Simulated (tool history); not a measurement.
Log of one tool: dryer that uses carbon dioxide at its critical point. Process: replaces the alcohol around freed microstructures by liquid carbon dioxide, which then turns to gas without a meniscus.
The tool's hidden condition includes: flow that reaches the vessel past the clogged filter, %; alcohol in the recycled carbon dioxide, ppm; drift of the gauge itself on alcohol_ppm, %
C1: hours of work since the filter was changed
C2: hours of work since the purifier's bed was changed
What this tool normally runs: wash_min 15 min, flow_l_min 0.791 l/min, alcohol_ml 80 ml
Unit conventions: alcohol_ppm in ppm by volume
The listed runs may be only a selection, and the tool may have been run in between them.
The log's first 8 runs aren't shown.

run 9 hour=151.3 | wash_min=15 flow_l_min=0.879 alcohol_ml=80 | C1=467 C2=178 | alcohol_ppm=446
run 10 hour=171.0 | wash_min=15 flow_l_min=0.791 alcohol_ml=84 | C1=476 C2=187 | alcohol_ppm=735
run 11 hour=185.3 | wash_min=15 flow_l_min=0.791 alcohol_ml=84 | C1=483 C2=193 | alcohol_ppm=763
run 12 hour=206.3 | wash_min=12 flow_l_min=0.791 alcohol_ml=80 | C1=493 C2=203 | alcohol_ppm=1554
run 13 hour=221.9 | wash_min=12 flow_l_min=0.791 alcohol_ml=80 | C1=500 C2=210 | alcohol_ppm=1582
run 14 hour=241.6 | wash_min=15 flow_l_min=0.791 alcohol_ml=49 | C1=509 C2=219 | alcohol_ppm=483
run 15 hour=260.0 | wash_min=15 flow_l_min=0.791 alcohol_ml=49 | C1=517 C2=227 | alcohol_ppm=468
run 16 hour=275.5 | wash_min=15 flow_l_min=0.791 alcohol_ml=49 | C1=524 C2=234 | alcohol_ppm=478
run 17 hour=301.8 | wash_min=15 flow_l_min=0.791 alcohol_ml=49 | C1=536 C2=246 | alcohol_ppm=484
run 18 hour=315.6 | wash_min=15 flow_l_min=0.791 alcohol_ml=49 | C1=542 C2=253 | alcohol_ppm=475
run 19 hour=340.6 | wash_min=15 flow_l_min=0.791 alcohol_ml=49 | C1=554 C2=264 | alcohol_ppm=494
run 20 hour=357.1 | wash_min=15 flow_l_min=0.791 alcohol_ml=49 | C1=561 C2=272 | alcohol_ppm=503
-- hour=376.2 inlet filter changed
run 21 hour=377.2 | wash_min=15 flow_l_min=0.791 alcohol_ml=49 | C1=0 C2=280 | alcohol_ppm=352
run 22 hour=404.8 | wash_min=15 flow_l_min=0.791 alcohol_ml=49 | C1=13 C2=293 | alcohol_ppm=337
run 23 hour=426.6 | wash_min=12 flow_l_min=0.875 alcohol_ml=94 | C1=23 C2=303 | alcohol_ppm=969

Run 24 has not been measured yet. What should we expect?
run 24 hour=446.3 | wash_min=12 flow_l_min=0.875 alcohol_ml=94 | C1=32 C2=312 | alcohol_ppm=?

Run 24 yielded alcohol_ppm 958 ppm by volume.
If the tool had no hidden condition, the same run with the same run-to-run variation would have returned alcohol_ppm 859 ppm by volume.
